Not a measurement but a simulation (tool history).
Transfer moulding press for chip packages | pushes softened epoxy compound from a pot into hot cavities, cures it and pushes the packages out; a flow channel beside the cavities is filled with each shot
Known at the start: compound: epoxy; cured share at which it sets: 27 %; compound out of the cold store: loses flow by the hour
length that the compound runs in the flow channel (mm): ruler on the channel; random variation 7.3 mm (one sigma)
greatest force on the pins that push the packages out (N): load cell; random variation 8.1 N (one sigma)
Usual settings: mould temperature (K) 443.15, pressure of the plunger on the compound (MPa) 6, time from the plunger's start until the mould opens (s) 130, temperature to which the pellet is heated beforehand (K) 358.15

run	hour	mould temperature (K)	pressure of the plunger on the compound (MPa)	time from the plunger's start until the mould opens (s)	temperature to which the pellet is heated beforehand (K)	incoming compound's hours out of the cold store	length that the compound runs in the flow channel (mm)	greatest force on the pins that push the packages out (N)
1	0.0	443.15	6	130	358.15	47.9	674	340
2	8.1	443.15	6	130	358.15	16.5	827	334
3	20.2	443.15	6	130	358.15	11.6	862	348
4	32.1	443.15	6	130	358.15	37.9	715	346
5	38.2	443.15	6	130	364.15	40.5	698	332
6	49.5	437.15	6	130	358.15	8.5	894	496
7	55.5	437.15	6	130	358.15	12.9	867	507
# hour 61.2: cavities cleaned with cleaning compound and waxed
8	65.1	443.15	6	130	358.15	25.1	776	344
9	78.8	443.15	6	130	358.15	44.2	685	335
10	87.3	443.15	6	130	358.15	36.6	715	337
11	93.6	443.15	6	130	358.15	20.4	813	367
12	99.4	443.15	6	130	358.15	11.1	848	374
13	109.0	443.15	6	130	358.15	30.5	752	346
14	120.5	443.15	6	161	358.15	13.7	850	306

Forecast run 15:
15	127.3	443.15	6	130	358.15	40.9	?	?

Run 15 gave length that the compound runs in the flow channel (mm) 696, greatest force on the pins that push the packages out (N) 338.
Without the tool's hidden state the same run would have given length that the compound runs in the flow channel (mm) 696, greatest force on the pins that push the packages out (N) 334.
